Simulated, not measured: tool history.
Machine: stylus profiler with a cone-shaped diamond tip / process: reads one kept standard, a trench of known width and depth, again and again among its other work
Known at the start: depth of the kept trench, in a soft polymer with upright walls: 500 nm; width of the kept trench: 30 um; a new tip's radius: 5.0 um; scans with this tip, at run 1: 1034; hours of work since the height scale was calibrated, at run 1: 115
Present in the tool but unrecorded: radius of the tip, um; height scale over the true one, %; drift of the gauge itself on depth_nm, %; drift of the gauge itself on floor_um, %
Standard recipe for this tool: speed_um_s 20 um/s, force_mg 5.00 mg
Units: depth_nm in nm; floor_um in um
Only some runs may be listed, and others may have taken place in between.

run,hour,speed_um_s,force_mg,scans with this tip,hours of work since the height scale was calibrated,depth_nm,floor_um
1,0.0,20,5.00,1034,115,505.63,25.40
2,35.3,20,4.00,1229,137,505.03,25.35
3,56.7,20,4.00,1347,150,504.93,25.37
4,92.9,61,5.00,1546,172,505.94,25.19
5,124.3,43,5.00,1719,191,505.92,25.24
6,157.8,20,14.11,1904,212,511.19,25.30
7,198.6,20,14.11,2129,237,511.05,25.32
8,228.7,12,5.00,2295,255,505.89,25.27
9,256.0,26,12.53,2445,272,510.38,25.27
10,284.7,14,2.22,2603,290,503.52,25.22
11,312.0,18,4.20,2754,306,505.17,25.20
12,358.3,11,5.00,3009,335,505.81,25.17

Forecast each of these 5 alternatives for the next run:
A,384.5,14,3.59,3153,351,?,?
B,384.5,20,2.72,3153,351,?,?
C,384.5,6,1.88,3153,351,?,?
D,384.5,17,1.70,3153,351,?,?
E,384.5,11,14.65,3153,351,?,?

run,depth_nm,floor_um
A,505.27,25.18
B,504.34,25.17
C,503.55,25.18
D,503.33,25.15
E,511.62,25.22
Stripped of hidden state, with their random variation kept, the same runs would have yielded:
run,depth_nm,floor_um
A,504.49,25.58
B,503.56,25.57
C,502.77,25.58
D,502.56,25.55
E,510.83,25.62
